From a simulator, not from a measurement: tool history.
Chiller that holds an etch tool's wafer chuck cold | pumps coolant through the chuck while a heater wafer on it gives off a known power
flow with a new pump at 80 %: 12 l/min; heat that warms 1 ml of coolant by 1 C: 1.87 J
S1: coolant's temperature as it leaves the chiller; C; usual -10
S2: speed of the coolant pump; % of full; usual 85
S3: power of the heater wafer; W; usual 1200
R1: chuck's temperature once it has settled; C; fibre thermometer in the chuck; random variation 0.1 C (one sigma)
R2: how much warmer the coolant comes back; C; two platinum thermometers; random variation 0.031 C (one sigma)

Run 1, hour 0: usual settings. Result: R1 2.3 C, R2 3.2 C.
Run 2, hour 69.5: usual settings. Result: R1 2 C, R2 3.26 C.
Run 3, hour 150.7: usual settings. Result: R1 2.4 C, R2 3.24 C.
Run 4, hour 218.5: usual settings. Result: R1 2.2 C, R2 3.22 C.
Run 5, hour 301.9: usual settings. Result: R1 2.2 C, R2 3.2 C.
Run 6, hour 380.1: usual settings but S1 -15 C. Result: R1 -2.8 C, R2 3.21 C.
Run 7, hour 451.7: usual settings but S1 -15 C, S2 86 % of full. Result: R1 -2.7 C, R2 3.18 C.
Run 8, hour 548.8: usual settings but S1 -15 C, S2 86 % of full. Result: R1 -2.8 C, R2 3.19 C.
Run 9, hour 638.6: usual settings but S1 -15 C, S2 86 % of full. Result: R1 -2.6 C, R2 3.19 C.
Run 10, hour 698.8: usual settings. Result: R1 2.4 C, R2 3.26 C.
Run 11, hour 755.5: usual settings. Result: R1 2.3 C, R2 3.25 C.
Run 12, hour 848.6: usual settings but S2 60 % of full. Result: R1 5.3 C, R2 4.55 C.
Run 13, hour 902.1: usual settings but S1 -18 C, S2 60 % of full. Result: R1 -2.6 C, R2 4.56 C.
Run 14, hour 943.8: usual settings but S1 -18 C, S2 60 % of full, S3 1055 W. Result: R1 -4.6 C, R2 4.06 C.
Run 15, hour 1030.3: usual settings but S2 93 % of full. Result: R1 1.7 C, R2 3.01 C.
Run 16, hour 1105.6: usual settings but S2 93 % of full. Result: R1 1.7 C, R2 3.05 C.
Run 17, hour 1190.9: usual settings but S2 93 % of full. Result: R1 1.9 C, R2 2.96 C.
Run 18, hour 1267.8: usual settings but S1 -13 C, S2 93 % of full, S3 1346 W. Result: R1 0.3 C, R2 3.34 C.
Run 19, hour 1351.9: usual settings but S1 -17 C, S2 64 % of full, S3 1035 W. Result: R1 -4.1 C, R2 3.66 C.
Run 20, hour 1409.9: usual settings but S1 -17 C, S2 64 % of full, S3 1035 W. Result: R1 -4.2 C, R2 3.7 C.
Run 21, hour 1474.2: usual settings but S1 -17 C. Result: R1 -4.3 C, R2 3.34 C.
Run 22, hour 1549.4: usual settings but S1 -17 C. Result: R1 -4.2 C, R2 3.32 C.
Run 23, hour 1610.3: usual settings but S1 -14 C, S2 90 % of full, S3 1421 W. Result: R1 0.4 C, R2 3.82 C.
Run 24, hour 1700.4: usual settings but S1 -14 C, S2 90 % of full, S3 1421 W. Result: R1 0.5 C, R2 3.73 C.
Run 25, hour 1780: usual settings but S2 70 % of full. Result: R1 4.2 C, R2 3.99 C.

The next listed run, before its measurement:
Run 26, hour 1852.8: usual settings but S2 90 % of full. Result: R1 ?, R2 ?.

{"run 26": {"R1": 2.3, "R2": 3.17}}
Without the tool's hidden state the same run would have given R1 1 C, R2 2.88 C.
